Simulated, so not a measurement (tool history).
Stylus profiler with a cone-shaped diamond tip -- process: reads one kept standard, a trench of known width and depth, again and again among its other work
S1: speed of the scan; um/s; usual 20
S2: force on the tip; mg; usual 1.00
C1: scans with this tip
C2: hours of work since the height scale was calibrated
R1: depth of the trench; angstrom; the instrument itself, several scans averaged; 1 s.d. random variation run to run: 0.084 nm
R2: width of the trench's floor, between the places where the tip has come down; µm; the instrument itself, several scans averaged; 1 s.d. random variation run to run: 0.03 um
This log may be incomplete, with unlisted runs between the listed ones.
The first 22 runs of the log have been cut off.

Run 23, hour 1694.3: usual settings but S2 0.37 mg; C1 5795; C2 969. Result: R1 1006.2 angstrom, R2 48.29 µm.
Run 24, hour 1771.9: usual settings but S1 46 um/s, S2 0.90 mg; C1 6053; C2 1012. Result: R1 1008.4 angstrom, R2 48.17 µm.
Run 25, hour 1859.8: usual settings but S1 46 um/s, S2 0.90 mg; C1 6344; C2 1061. Result: R1 1010.1 angstrom, R2 48.26 µm.
Run 26, hour 1932.5: usual settings but S1 22 um/s, S2 0.89 mg; C1 6586; C2 1101. Result: R1 1008.0 angstrom, R2 48.30 µm.
Run 27, hour 2016.9: usual settings but S1 5 um/s, S2 1.57 mg; C1 6866; C2 1148. Result: R1 1011.8 angstrom, R2 48.40 µm.
Run 28, hour 2090.1: usual settings but S1 5 um/s, S2 0.71 mg; C1 7109; C2 1189. Result: R1 1008.6 angstrom, R2 48.39 µm.
Run 29, hour 2174.2: usual settings but S2 2.92 mg; C1 7388; C2 1236. Result: R1 1017.3 angstrom, R2 48.32 µm.
Run 30, hour 2272.1: usual settings but S1 6 um/s, S2 0.99 mg; C1 7713; C2 1290. Result: R1 1009.9 angstrom, R2 48.41 µm.
Run 31, hour 2370.0: usual settings but S1 6 um/s, S2 0.99 mg; C1 8037; C2 1344. Result: R1 1011.0 angstrom, R2 48.39 µm.
Run 32, hour 2416.0: usual settings but S1 6 um/s, S2 1.91 mg; C1 8190; C2 1370. Result: R1 1014.1 angstrom, R2 48.40 µm.
Run 33, hour 2507.0: usual settings but S1 6 um/s, S2 1.91 mg; C1 8492; C2 1420. Result: R1 1014.8 angstrom, R2 48.31 µm.
Run 34, hour 2594.6: usual settings but S1 14 um/s, S2 0.53 mg; C1 8783; C2 1469. Result: R1 1008.9 angstrom, R2 48.25 µm.
Run 35, hour 2682.7: usual settings but S1 17 um/s, S2 0.85 mg; C1 9075; C2 1518. Result: R1 1009.6 angstrom, R2 48.29 µm.
Run 36, hour 2729.9: usual settings but S1 73 um/s, S2 1.29 mg; C1 9232; C2 1544. Result: R1 1012.9 angstrom, R2 48.00 µm.
Run 37, hour 2819.0: usual settings but S1 73 um/s, S2 0.40 mg; C1 9528; C2 1593. Result: R1 1009.0 angstrom, R2 47.75 µm.
Run 38, hour 2888.0: usual settings but S1 59 um/s, S2 1.51 mg; C1 9756; C2 1632. Result: R1 1012.9 angstrom, R2 48.11 µm.
Run 39, hour 2982.6: usual settings but S1 27 um/s, S2 2.59 mg; C1 10070; C2 1684. Result: R1 1016.4 angstrom, R2 48.27 µm.
Run 40, hour 3044.2: usual settings but S1 6 um/s, S2 0.65 mg; C1 10275; C2 1718. Result: R1 1010.5 angstrom, R2 48.21 µm.
Run 41, hour 3118.6: usual settings but S1 44 um/s, S2 2.07 mg; C1 10522; C2 1760. Result: R1 1016.9 angstrom, R2 48.20 µm.
Run 42, hour 3164.1: usual settings but S1 44 um/s, S2 2.07 mg; C1 10673; C2 1785. Result: R1 1016.6 angstrom, R2 48.16 µm.
At hour 3227.1: height scale calibrated on a step standard.
Run 43, hour 3258.5: usual settings but S1 44 um/s, S2 2.07 mg; C1 10984; C2 17. Result: R1 1011.7 angstrom, R2 48.16 µm.
Run 44, hour 3358.5: usual settings but S2 0.71 mg; C1 11316; C2 73. Result: R1 1005.1 angstrom, R2 48.09 µm.
Run 45, hour 3433.6: usual settings but S1 15 um/s, S2 0.34 mg; C1 11565; C2 115. Result: R1 1004.2 angstrom, R2 48.10 µm.
Run 46, hour 3492.7: usual settings but S1 15 um/s, S2 0.34 mg; C1 11761; C2 147. Result: R1 1003.2 angstrom, R2 48.09 µm.

Alternative continuations, all from the tool just after run 46; predict every row:
Run A, hour 3540.8: usual settings but S2 0.92 mg; C1 11921; C2 174. Result: R1 ?, R2 ?.
Run B, hour 3540.8: usual settings but S1 44 um/s, S2 2.37 mg; C1 11921; C2 174. Result: R1 ?, R2 ?.
Run C, hour 3540.8: usual settings but S1 9 um/s; C1 11921; C2 174. Result: R1 ?, R2 ?.
Run D, hour 3540.8: usual settings but S1 6 um/s, S2 0.66 mg; C1 11921; C2 174. Result: R1 ?, R2 ?.

run      R1     R2
  A  1005.8  48.10
  B  1013.0  48.12
  C  1006.8  48.26
  D  1005.2  48.18
With no hidden state in the tool, these same runs would have given:
run      R1     R2
  A  1005.1  48.61
  B  1012.3  48.62
  C  1006.1  48.76
  D  1004.5  48.69

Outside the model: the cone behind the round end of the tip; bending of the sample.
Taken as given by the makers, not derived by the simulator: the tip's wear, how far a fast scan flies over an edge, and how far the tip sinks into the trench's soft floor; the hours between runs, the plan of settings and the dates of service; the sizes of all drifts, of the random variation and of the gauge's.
